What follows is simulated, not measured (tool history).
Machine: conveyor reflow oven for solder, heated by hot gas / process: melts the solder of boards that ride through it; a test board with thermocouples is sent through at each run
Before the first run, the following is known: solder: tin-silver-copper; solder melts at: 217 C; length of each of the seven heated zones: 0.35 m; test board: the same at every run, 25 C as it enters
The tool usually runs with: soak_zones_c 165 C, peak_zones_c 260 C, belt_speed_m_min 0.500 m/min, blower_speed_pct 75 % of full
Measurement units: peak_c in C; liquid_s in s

| run | hour | soak_zones_c | peak_zones_c | belt_speed_m_min | blower_speed_pct | peak_c | liquid_s |
|---|---|---|---|---|---|---|---|
| 1 | 0.0 | 165 | 260 | 0.500 | 75 | 243.0 | 50.1 |
| 2 | 6.3 | 165 | 260 | 0.500 | 75 | 242.5 | 50.5 |
| 3 | 15.3 | 165 | 260 | 0.500 | 75 | 242.6 | 49.8 |
| 4 | 22.7 | 165 | 260 | 0.462 | 75 | 244.3 | 58.8 |
| 5 | 32.8 | 165 | 260 | 0.462 | 75 | 244.6 | 58.5 |
| 6 | 43.2 | 165 | 260 | 0.462 | 75 | 244.4 | 58.1 |
| 7 | 50.2 | 165 | 260 | 0.462 | 75 | 244.5 | 58.1 |
| 8 | 59.1 | 165 | 260 | 0.462 | 75 | 245.1 | 57.4 |
| 9 | 70.6 | 165 | 260 | 0.462 | 75 | 244.2 | 58.3 |
| 10 | 80.0 | 165 | 260 | 0.500 | 54 | 237.6 | 42.8 |
| 11 | 89.6 | 165 | 260 | 0.500 | 75 | 242.1 | 49.6 |
| 12 | 98.5 | 165 | 260 | 0.500 | 75 | 241.8 | 49.7 |
| 13 | 104.6 | 165 | 260 | 0.500 | 75 | 241.9 | 49.5 |
| 14 | 110.1 | 165 | 260 | 0.500 | 83 | 243.2 | 51.6 |
| 15 | 116.9 | 165 | 260 | 0.500 | 83 | 243.1 | 51.4 |
| 16 | 121.9 | 165 | 260 | 0.500 | 83 | 243.3 | 51.5 |
| 17 | 132.3 | 165 | 263 | 0.500 | 70 | 243.6 | 50.8 |
| 18 | 140.6 | 164 | 261 | 0.500 | 83 | 243.2 | 52.4 |
| 19 | 150.4 | 164 | 273 | 0.500 | 83 | 253.6 | 60.3 |
| 20 | 157.9 | 152 | 273 | 0.500 | 70 | 249.2 | 51.9 |
|  | 163.9 | flux residue cleaned out of gas plates and filters |
| 21 | 169.9 | 165 | 256 | 0.500 | 64 | 234.4 | 38.9 |
| 22 | 177.5 | 165 | 256 | 0.418 | 57 | 239.4 | 56.7 |
| 23 | 186.4 | 153 | 260 | 0.500 | 75 | 237.5 | 39.8 |
| 24 | 194.4 | 153 | 260 | 0.500 | 75 | 236.7 | 39.9 |
| 25 | 203.2 | 168 | 259 | 0.456 | 59 | 240.0 | 52.9 |
| 26 | 208.3 | 169 | 258 | 0.592 | 67 | 231.2 | 27.9 |
| 27 | 217.8 | 173 | 266 | 0.500 | 75 | 247.0 | 57.0 |
| 28 | 226.6 | 173 | 266 | 0.500 | 75 | 246.3 | 57.4 |
|  | 232.5 | flux residue cleaned out of gas plates and filters, once more |
| 29 | 238.5 | 165 | 250 | 0.500 | 75 | 235.1 | 42.5 |
| 30 | 243.1 | 179 | 270 | 0.563 | 67 | 249.0 | 54.2 |
| 31 | 249.2 | 180 | 273 | 0.462 | 78 | 260.9 | 77.8 |

Each run again, without the hidden state but with its own random variation kept:
What the log doesn't record here: heat that the gas passes to the board, % of a clean oven's; belt's true speed, % of the reading; true gas temperature in zones 6 and 7 over the reading, C; drift of the gauge itself on peak_c, C; drift of the gauge itself on liquid_s, %.
| run | peak_c | liquid_s |
|---|---|---|
| 1 | 245.1 | 52.7 |
| 2 | 244.6 | 53.1 |
| 3 | 244.7 | 52.4 |
| 4 | 246.4 | 61.3 |
| 5 | 246.7 | 61.1 |
| 6 | 246.6 | 60.8 |
| 7 | 246.7 | 60.8 |
| 8 | 247.3 | 60.1 |
| 9 | 246.5 | 61.2 |
| 10 | 239.9 | 46.2 |
| 11 | 244.6 | 52.7 |
| 12 | 244.4 | 53.0 |
| 13 | 244.6 | 52.8 |
| 14 | 245.9 | 54.8 |
| 15 | 245.8 | 54.7 |
| 16 | 246.1 | 54.8 |
| 17 | 246.4 | 54.1 |
| 18 | 246.1 | 55.8 |
| 19 | 256.8 | 62.9 |
| 20 | 252.7 | 55.1 |
| 21 | 238.7 | 45.7 |
| 22 | 243.0 | 62.7 |
| 23 | 242.6 | 46.9 |
| 24 | 241.8 | 47.1 |
| 25 | 244.0 | 58.8 |
| 26 | 236.3 | 35.6 |
| 27 | 251.7 | 62.0 |
| 28 | 251.0 | 62.5 |
| 29 | 235.9 | 43.2 |
| 30 | 249.8 | 54.5 |
| 31 | 261.8 | 77.9 |

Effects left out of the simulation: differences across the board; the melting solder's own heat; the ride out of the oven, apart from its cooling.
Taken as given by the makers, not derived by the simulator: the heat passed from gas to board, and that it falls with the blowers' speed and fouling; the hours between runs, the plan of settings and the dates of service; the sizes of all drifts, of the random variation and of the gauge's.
